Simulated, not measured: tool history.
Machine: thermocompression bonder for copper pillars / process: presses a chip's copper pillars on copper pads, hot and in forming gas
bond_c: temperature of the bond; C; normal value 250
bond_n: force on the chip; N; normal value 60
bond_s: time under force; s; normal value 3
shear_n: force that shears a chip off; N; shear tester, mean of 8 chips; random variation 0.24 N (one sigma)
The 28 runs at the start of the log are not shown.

{"run": 29, "day": 26.846, "bond_c": 273, "bond_n": 60, "bond_s": 3, "shear_n": 66}
{"day": 27.346, "done": "heater calibrated with a thermocouple chip"}
{"run": 30, "day": 28.392, "bond_c": 265, "bond_n": 60, "bond_s": 3, "shear_n": 57.3}
{"run": 31, "day": 29.617, "bond_c": 240, "bond_n": 70, "bond_s": 6, "shear_n": 65.6}
{"run": 32, "day": 30.912, "bond_c": 240, "bond_n": 70, "bond_s": 6, "shear_n": 66}
{"run": 33, "day": 32.112, "bond_c": 240, "bond_n": 70, "bond_s": 6, "shear_n": 66.1}
{"day": 32.733, "done": "forming gas filter changed"}
{"run": 34, "day": 32.817, "bond_c": 232, "bond_n": 66, "bond_s": 3, "shear_n": 46.8}
{"run": 35, "day": 34.154, "bond_c": 232, "bond_n": 66, "bond_s": 3, "shear_n": 46.3}
{"run": 36, "day": 35.154, "bond_c": 266, "bond_n": 51, "bond_s": 7, "shear_n": 69}
{"run": 37, "day": 36.221, "bond_c": 244, "bond_n": 51, "bond_s": 7, "shear_n": 56.6}
{"run": 38, "day": 37.496, "bond_c": 233, "bond_n": 51, "bond_s": 4, "shear_n": 40.5}
{"run": 39, "day": 38.446, "bond_c": 251, "bond_n": 41, "bond_s": 5, "shear_n": 44.1}

3 options for the next run, each taken on its own from the tool as it stands now. Forecast them:
{"run": "A", "day": 39.729, "bond_c": 223, "bond_n": 60, "bond_s": 2, "shear_n": "?"}
{"run": "B", "day": 39.729, "bond_c": 231, "bond_n": 37, "bond_s": 8, "shear_n": "?"}
{"run": "C", "day": 39.729, "bond_c": 236, "bond_n": 60, "bond_s": 4, "shear_n": "?"}

run=A shear_n=31.7
run=B shear_n=38.8
run=C shear_n=49.1
Take away the tool's hidden state, keep each run's random variation, and the runs would have read:
run=A shear_n=33.1
run=B shear_n=40.5
run=C shear_n=51.1
